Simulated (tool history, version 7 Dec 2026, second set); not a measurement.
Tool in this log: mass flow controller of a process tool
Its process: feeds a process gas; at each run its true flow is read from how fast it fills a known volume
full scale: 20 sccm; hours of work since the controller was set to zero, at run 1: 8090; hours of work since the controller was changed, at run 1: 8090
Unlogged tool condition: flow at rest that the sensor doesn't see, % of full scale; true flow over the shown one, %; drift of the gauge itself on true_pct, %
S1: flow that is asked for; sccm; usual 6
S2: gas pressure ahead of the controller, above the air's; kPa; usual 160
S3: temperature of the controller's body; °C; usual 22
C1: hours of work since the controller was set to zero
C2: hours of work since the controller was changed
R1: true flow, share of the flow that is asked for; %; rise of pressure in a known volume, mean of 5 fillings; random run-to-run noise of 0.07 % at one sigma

run	hour	S1	S2	S3	C1	C2	R1
1	0	6	160	22	8090	8090	98.06
2	203.5	6	160	22	8251	8251	97.94
3	445.8	6	151	22	8443	8443	97.95
4	668.3	6	151	22	8618	8618	98.01
# hour 864.1: controller's zero set anew
5	918.3	6	160	22	43	8816	94.27
6	1189.4	6	160	22	257	9030	94.16
7	1600.8	6	160	22	582	9355	94.02
8	1966.9	7	160	22	872	9644	94.26
9	2242.1	2	160	22	1089	9862	94.58
# hour 2502.8: controller exchanged for a calibrated one
10	2610.3	2	160	22	85	85	96.84
11	2985.9	6	161	22	382	382	97.39
12	3215.4	6	161	22	563	563	97.38
13	3533.9	6	161	22	815	815	97.23
14	3769.3	10	160	22	1001	1001	97.9
15	4008.6	10	160	22	1190	1190	97.84
16	4248	10	160	20	1379	1379	97.93
17	4532.5	10	160	20	1604	1604	97.82
18	4763	6	160	22	1786	1786	97.33
19	4961.8	6	160	22	1944	1944	97.44
20	5229.7	6	160	22	2155	2155	97.38
21	5497.3	6	160	22	2367	2367	97.54
22	5725.1	6	160	22	2547	2547	97.49
23	6065	6	160	22	2816	2816	97.54
24	6317.6	6	160	22	3015	3015	97.5
25	6665.4	9	223	31	3290	3290	97.59
26	6926.7	3	210	21	3497	3497	98.84
27	7298.4	6	265	21	3790	3790	98.07
28	7523.8	9	175	22	3969	3969	97.38
29	7887.3	5	199	29	4256	4256	97.82
30	8099.4	3	241	20	4423	4423	99.78
31	8422.2	3	271	30	4679	4679	99.5
32	8714.5	4	232	22	4910	4910	98.79
33	9028.6	6	181	28	5158	5158	97.69
34	9396.6	8	149	22	5449	5449	97.4
35	9643.4	4	171	24	5644	5644	98.6

Run 36 is up next; what results do you expect?
36	9921.8	4	171	24	5864	5864	?

Run 36 measured R1 98.74 %.
Take away the tool's hidden state, keep the run-to-run variation as it was, and the same run would have given R1 97.19 %.
